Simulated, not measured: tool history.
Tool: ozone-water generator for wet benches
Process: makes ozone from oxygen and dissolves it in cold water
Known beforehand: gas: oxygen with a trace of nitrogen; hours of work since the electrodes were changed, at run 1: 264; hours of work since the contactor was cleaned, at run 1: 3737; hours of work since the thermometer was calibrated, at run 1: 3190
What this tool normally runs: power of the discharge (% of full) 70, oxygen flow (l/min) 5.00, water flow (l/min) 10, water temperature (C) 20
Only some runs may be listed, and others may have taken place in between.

run     day  power of the discharge (% of full)  oxygen flow (l/min)  water flow (l/min)  water temperature (C)  hours of work since the electrodes were changed  hours of work since the contactor was cleaned  hours of work since the thermometer was calibrated  dissolved ozone (ppm)  ozone in the gas ahead of the water (g/m3)
  1   0.000                                  70                 5.00                  10                     20                                              264                                           3737                                                3190                   30.9                                       225.4
  2   1.788                                  70                 5.00                  10                     20                                              290                                           3764                                                3216                   30.9                                       224.6
  3   2.825                                  70                 5.00                  10                     20                                              306                                           3779                                                3232                   30.9                                       224.9
  4   3.846                                  70                 7.37                  10                     20                                              321                                           3794                                                3247                   30.0                                       192.3
  5   5.446                                  70                 4.78                  10                     20                                              345                                           3818                                                3271                   30.8                                       229.4
  6   6.992                                  70                 5.00                  10                     20                                              368                                           3841                                                3294                   31.2                                       223.5
  7   8.283                                  70                 5.00                  10                     20                                              387                                           3860                                                3313                   31.1                                       224.2
  8  10.096                                  70                 5.00                  10                     20                                              414                                           3887                                                3340                   31.2                                       224.5
  9  12.421                                  70                 5.00                  10                     20                                              448                                           3921                                                3374                   31.2                                       223.8
 10  14.671                                  70                 5.00                  10                     20                                              482                                           3955                                                3408                   30.9                                       225.8
 11  16.333                                  70                 5.00                  10                     20                                              506                                           3979                                                3432                   30.6                                       225.5
 12  17.354                                  70                 5.00                  10                     27                                              521                                           3995                                                3447                   27.1                                       222.5
 13  18.800                                  70                 5.00                  10                     27                                              543                                           4016                                                3469                   26.4                                       222.9
 14  19.983                                  70                 5.00                  10                     27                                              560                                           4034                                                3486                   26.6                                       222.4
 15  21.308                                  71                 5.00                  10                     20                                              580                                           4053                                                3506                   31.2                                       225.7
 16  22.858                                  71                 5.00                  10                     20                                              603                                           4076                                                3529                   31.2                                       225.4
 17  24.733                                  52                 6.69                   6                     14                                              631                                           4104                                                3557                   36.5                                       167.9
 18  26.288                                  52                 6.69                   6                     14                                              654                                           4127                                                3580                   36.3                                       170.2
 19  28.025                                  52                 5.03                   6                     14                                              680                                           4153                                                3606                   37.8                                       187.6
 20  30.471                                  70                 5.00                  10                     26                                              716                                           4189                                                3642                   27.2                                       222.6
 21  32.821                                  75                 5.00                  10                     20                                              751                                           4224                                                3677                   31.9                                       233.4
 22  35.208                                  75                 5.00                  10                     20                                              786                                           4260                                                3712                   31.9                                       234.2
 23  36.946                                  94                 5.00                   7                     20                                              812                                           4285                                                3738                   42.9                                       265.4
 24  38.546                                  94                 5.00                   7                     20                                              836                                           4309                                                3762                   43.0                                       265.4
 25  40.950                                  66                 5.00                  10                     20                                              872                                           4345                                                3797                   29.7                                       216.1
 26  43.092                                  76                 5.00                  10                     14                                              903                                           4377                                                3829                   36.1                                       235.0
 27  45.467                                  76                 5.00                  10                     14                                              939                                           4412                                                3865                   36.1                                       234.0
 28  47.967                                  76                 5.00                  13                     24                                              976                                           4449                                                3902                   25.7                                       233.3
 29  50.233                                  92                 4.06                  10                     17                                             1009                                           4483                                                3935                   37.4                                       283.3
 30  52.700                                  53                 4.23                  10                     21                                             1046                                           4519                                                3972                   25.4                                       205.1
 31  54.950                                  62                 8.97                  15                     12                                             1079                                           4553                                                4005                   27.0                                       164.2
 32  57.408                                  62                 8.97                  15                     12                                             1116                                           4589                                                4042                   26.6                                       164.9

For some of the steps in dissolved ozone (ppm) from one run to the next: how much would appear even if the tool had no hidden state, given the settings, what came in and random variation, and how much remains for the hidden state plus any gauge scatter that the measured result and the result without hidden state don't share?
Hidden conditions of the tool in this case: yield of the discharge, % of new electrodes'; contactor's efficiency, % of a clean one's; true water temperature over the reading, C; drift of the gauge itself on ozone_ppm, %; drift of the gauge itself on gas_g_m3, %.
Run 24 -> 25: power of the discharge (% of full) 94 -> 66, water flow (l/min) 7 -> 10. dissolved ozone (ppm) -13.3: hidden state +0.3, all else -13.6.
Run 28 -> 29: power of the discharge (% of full) 76 -> 92, oxygen flow (l/min) 5.00 -> 4.06, water flow (l/min) 13 -> 10, water temperature (C) 24 -> 17. dissolved ozone (ppm) +11.7: hidden state -0.4, all else +12.1.
Run 29 -> 30: power of the discharge (% of full) 92 -> 53, oxygen flow (l/min) 4.06 -> 4.23, water temperature (C) 17 -> 21. dissolved ozone (ppm) -12.0: hidden state +0.4, all else -12.4.

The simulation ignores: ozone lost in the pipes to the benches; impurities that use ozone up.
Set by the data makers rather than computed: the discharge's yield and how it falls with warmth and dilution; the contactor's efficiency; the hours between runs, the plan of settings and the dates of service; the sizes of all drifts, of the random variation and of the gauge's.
